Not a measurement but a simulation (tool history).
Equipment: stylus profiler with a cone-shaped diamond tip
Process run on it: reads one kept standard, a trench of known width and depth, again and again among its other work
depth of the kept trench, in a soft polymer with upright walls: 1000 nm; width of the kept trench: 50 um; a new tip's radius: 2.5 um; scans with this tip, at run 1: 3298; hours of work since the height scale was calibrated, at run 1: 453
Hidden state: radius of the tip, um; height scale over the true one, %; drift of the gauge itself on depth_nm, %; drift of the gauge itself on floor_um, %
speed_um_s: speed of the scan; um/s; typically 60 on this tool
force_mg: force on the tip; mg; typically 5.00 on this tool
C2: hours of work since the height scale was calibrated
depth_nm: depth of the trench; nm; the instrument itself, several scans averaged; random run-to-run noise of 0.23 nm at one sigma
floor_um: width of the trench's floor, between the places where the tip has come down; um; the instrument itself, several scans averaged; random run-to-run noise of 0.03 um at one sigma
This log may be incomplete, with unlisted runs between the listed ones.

Run 1, hour 0.0: usual settings; scans with this tip 3298; C2 453. Result: depth_nm 1023.24 nm, floor_um 45.31 um.
Run 2, hour 34.8: usual settings; scans with this tip 3413; C2 469. Result: depth_nm 1023.00 nm, floor_um 45.28 um.
Run 3, hour 79.2: usual settings; scans with this tip 3560; C2 489. Result: depth_nm 1022.99 nm, floor_um 45.26 um.
Run 4, hour 119.8: usual settings; scans with this tip 3695; C2 507. Result: depth_nm 1023.17 nm, floor_um 45.23 um.
Run 5, hour 151.3: usual settings; scans with this tip 3799; C2 522. Result: depth_nm 1022.55 nm, floor_um 45.26 um.
Run 6, hour 184.2: usual settings; scans with this tip 3908; C2 537. Result: depth_nm 1022.67 nm, floor_um 45.14 um.
Run 7, hour 213.1: usual settings; scans with this tip 4004; C2 550. Result: depth_nm 1022.92 nm, floor_um 45.13 um.
Run 8, hour 237.3: usual settings but speed_um_s 176 um/s, force_mg 14.12 mg; scans with this tip 4084; C2 561. Result: depth_nm 1047.05 nm, floor_um 45.10 um.
Run 9, hour 262.3: usual settings but speed_um_s 63 um/s, force_mg 2.45 mg; scans with this tip 4167; C2 572. Result: depth_nm 1013.62 nm, floor_um 45.13 um.
Run 10, hour 288.2: usual settings but speed_um_s 28 um/s, force_mg 6.49 mg; scans with this tip 4253; C2 584. Result: depth_nm 1027.25 nm, floor_um 45.17 um.
Run 11, hour 319.5: usual settings but speed_um_s 28 um/s, force_mg 6.49 mg; scans with this tip 4356; C2 598. Result: depth_nm 1027.40 nm, floor_um 45.17 um.
Run 12, hour 360.8: usual settings but speed_um_s 18 um/s, force_mg 13.05 mg; scans with this tip 4493; C2 617. Result: depth_nm 1044.82 nm, floor_um 45.16 um.
Run 13, hour 403.5: usual settings but speed_um_s 18 um/s, force_mg 13.05 mg; scans with this tip 4635; C2 636. Result: depth_nm 1044.92 nm, floor_um 45.14 um.
Run 14, hour 433.6: usual settings but speed_um_s 18 um/s, force_mg 13.05 mg; scans with this tip 4734; C2 650. Result: depth_nm 1044.03 nm, floor_um 45.06 um.

Predict each of these 3 candidate next runs independently; none follows another, all start after run 14:
Run A, hour 455.9: usual settings but speed_um_s 21 um/s, force_mg 13.05 mg; scans with this tip 4808; C2 660. Result: depth_nm ?, floor_um ?.
Run B, hour 455.9: usual settings but speed_um_s 212 um/s, force_mg 3.07 mg; scans with this tip 4808; C2 660. Result: depth_nm ?, floor_um ?.
Run C, hour 455.9: usual settings but speed_um_s 134 um/s, force_mg 2.95 mg; scans with this tip 4808; C2 660. Result: depth_nm ?, floor_um ?.

run  depth_nm  floor_um
  A   1044.48     45.13
  B   1015.23     44.73
  C   1014.96     44.91
With the hidden condition removed and each run's random variation left untouched, the same runs would have given:
run  depth_nm  floor_um
  A   1046.53     46.03
  B   1017.22     45.64
  C   1016.95     45.81
